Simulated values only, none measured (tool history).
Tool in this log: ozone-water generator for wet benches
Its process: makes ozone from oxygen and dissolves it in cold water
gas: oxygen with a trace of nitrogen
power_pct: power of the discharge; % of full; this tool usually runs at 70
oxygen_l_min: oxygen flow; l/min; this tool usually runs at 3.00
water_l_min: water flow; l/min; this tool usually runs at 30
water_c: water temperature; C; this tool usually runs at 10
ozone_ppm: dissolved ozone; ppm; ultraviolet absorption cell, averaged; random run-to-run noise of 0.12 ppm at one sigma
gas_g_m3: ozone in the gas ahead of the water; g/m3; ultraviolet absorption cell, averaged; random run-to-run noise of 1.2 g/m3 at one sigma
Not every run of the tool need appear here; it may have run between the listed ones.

run 1 hour=0.0 | power_pct=70 oxygen_l_min=3.00 water_l_min=30 water_c=10 | ozone_ppm=11.6 gas_g_m3=226.2
run 2 hour=85.4 | power_pct=70 oxygen_l_min=3.00 water_l_min=30 water_c=10 | ozone_ppm=11.4 gas_g_m3=226.4
run 3 hour=161.4 | power_pct=70 oxygen_l_min=3.00 water_l_min=30 water_c=10 | ozone_ppm=11.6 gas_g_m3=227.8
-- hour=232.2 contactor cleaned
run 4 hour=232.2 | power_pct=70 oxygen_l_min=3.00 water_l_min=30 water_c=10 | ozone_ppm=11.7 gas_g_m3=226.7
run 5 hour=314.4 | power_pct=70 oxygen_l_min=3.00 water_l_min=30 water_c=9 | ozone_ppm=11.7 gas_g_m3=229.1
run 6 hour=367.6 | power_pct=70 oxygen_l_min=3.00 water_l_min=30 water_c=9 | ozone_ppm=11.6 gas_g_m3=231.8
run 7 hour=435.4 | power_pct=70 oxygen_l_min=5.27 water_l_min=30 water_c=10 | ozone_ppm=13.7 gas_g_m3=178.4
run 8 hour=523.9 | power_pct=49 oxygen_l_min=3.00 water_l_min=30 water_c=10 | ozone_ppm=9.1 gas_g_m3=181.0
run 9 hour=579.2 | power_pct=70 oxygen_l_min=3.00 water_l_min=19 water_c=10 | ozone_ppm=18.3 gas_g_m3=229.4
run 10 hour=669.6 | power_pct=70 oxygen_l_min=1.88 water_l_min=19 water_c=10 | ozone_ppm=15.8 gas_g_m3=283.4
run 11 hour=708.0 | power_pct=70 oxygen_l_min=3.00 water_l_min=30 water_c=10 | ozone_ppm=11.7 gas_g_m3=232.5
run 12 hour=767.2 | power_pct=70 oxygen_l_min=3.00 water_l_min=30 water_c=15 | ozone_ppm=11.2 gas_g_m3=232.4
run 13 hour=845.4 | power_pct=70 oxygen_l_min=3.00 water_l_min=30 water_c=10 | ozone_ppm=11.6 gas_g_m3=232.7
-- hour=867.6 gauge calibrated
run 14 hour=887.0 | power_pct=70 oxygen_l_min=3.00 water_l_min=30 water_c=10 | ozone_ppm=11.6 gas_g_m3=226.3
run 15 hour=968.4 | power_pct=62 oxygen_l_min=3.00 water_l_min=30 water_c=10 | ozone_ppm=10.4 gas_g_m3=209.3
run 16 hour=1013.1 | power_pct=62 oxygen_l_min=3.00 water_l_min=30 water_c=9 | ozone_ppm=10.7 gas_g_m3=208.5
run 17 hour=1087.5 | power_pct=70 oxygen_l_min=2.36 water_l_min=22 water_c=5 | ozone_ppm=15.3 gas_g_m3=256.5
run 18 hour=1181.3 | power_pct=73 oxygen_l_min=3.00 water_l_min=30 water_c=10 | ozone_ppm=11.7 gas_g_m3=235.3
run 19 hour=1230.9 | power_pct=70 oxygen_l_min=1.86 water_l_min=30 water_c=16 | ozone_ppm=9.1 gas_g_m3=282.5
run 20 hour=1321.2 | power_pct=42 oxygen_l_min=3.00 water_l_min=33 water_c=11 | ozone_ppm=7.5 gas_g_m3=162.0
run 21 hour=1377.9 | power_pct=70 oxygen_l_min=3.00 water_l_min=28 water_c=7 | ozone_ppm=12.8 gas_g_m3=230.8
run 22 hour=1436.9 | power_pct=70 oxygen_l_min=3.00 water_l_min=28 water_c=7 | ozone_ppm=12.8 gas_g_m3=229.2
run 23 hour=1489.4 | power_pct=51 oxygen_l_min=1.56 water_l_min=30 water_c=11 | ozone_ppm=7.1 gas_g_m3=249.3
run 24 hour=1581.0 | power_pct=73 oxygen_l_min=3.00 water_l_min=30 water_c=10 | ozone_ppm=11.7 gas_g_m3=237.8
run 25 hour=1665.3 | power_pct=73 oxygen_l_min=3.00 water_l_min=30 water_c=10 | ozone_ppm=11.9 gas_g_m3=240.3
run 26 hour=1704.0 | power_pct=73 oxygen_l_min=4.33 water_l_min=30 water_c=14 | ozone_ppm=13.0 gas_g_m3=203.3
-- hour=1738.3 water thermometer calibrated
run 27 hour=1747.7 | power_pct=73 oxygen_l_min=4.33 water_l_min=30 water_c=14 | ozone_ppm=12.8 gas_g_m3=203.7
run 28 hour=1804.6 | power_pct=53 oxygen_l_min=3.00 water_l_min=30 water_c=13 | ozone_ppm=9.5 gas_g_m3=194.4
run 29 hour=1862.8 | power_pct=53 oxygen_l_min=3.00 water_l_min=30 water_c=13 | ozone_ppm=9.6 gas_g_m3=193.4
run 30 hour=1913.9 | power_pct=45 oxygen_l_min=3.21 water_l_min=30 water_c=10 | ozone_ppm=8.9 gas_g_m3=168.5
run 31 hour=2000.1 | power_pct=91 oxygen_l_min=3.13 water_l_min=27 water_c=7 | ozone_ppm=16.1 gas_g_m3=275.2

3 ways to go on from here, each from the tool as it stands after run 31. What would each give?
run A hour=2070.0 | power_pct=56 oxygen_l_min=3.00 water_l_min=40 water_c=10 | ozone_ppm=? gas_g_m3=?
run B hour=2070.0 | power_pct=91 oxygen_l_min=3.13 water_l_min=27 water_c=9 | ozone_ppm=? gas_g_m3=?
run C hour=2070.0 | power_pct=70 oxygen_l_min=1.79 water_l_min=30 water_c=16 | ozone_ppm=? gas_g_m3=?

run=A ozone_ppm=7.4 gas_g_m3=202.7
run=B ozone_ppm=15.7 gas_g_m3=275.3
run=C ozone_ppm=9.1 gas_g_m3=297.6
Take away the tool's hidden state, keep each run's random variation, and the runs would have read:
run=A ozone_ppm=7.4 gas_g_m3=195.2
run=B ozone_ppm=15.7 gas_g_m3=265.1
run=C ozone_ppm=9.1 gas_g_m3=286.5

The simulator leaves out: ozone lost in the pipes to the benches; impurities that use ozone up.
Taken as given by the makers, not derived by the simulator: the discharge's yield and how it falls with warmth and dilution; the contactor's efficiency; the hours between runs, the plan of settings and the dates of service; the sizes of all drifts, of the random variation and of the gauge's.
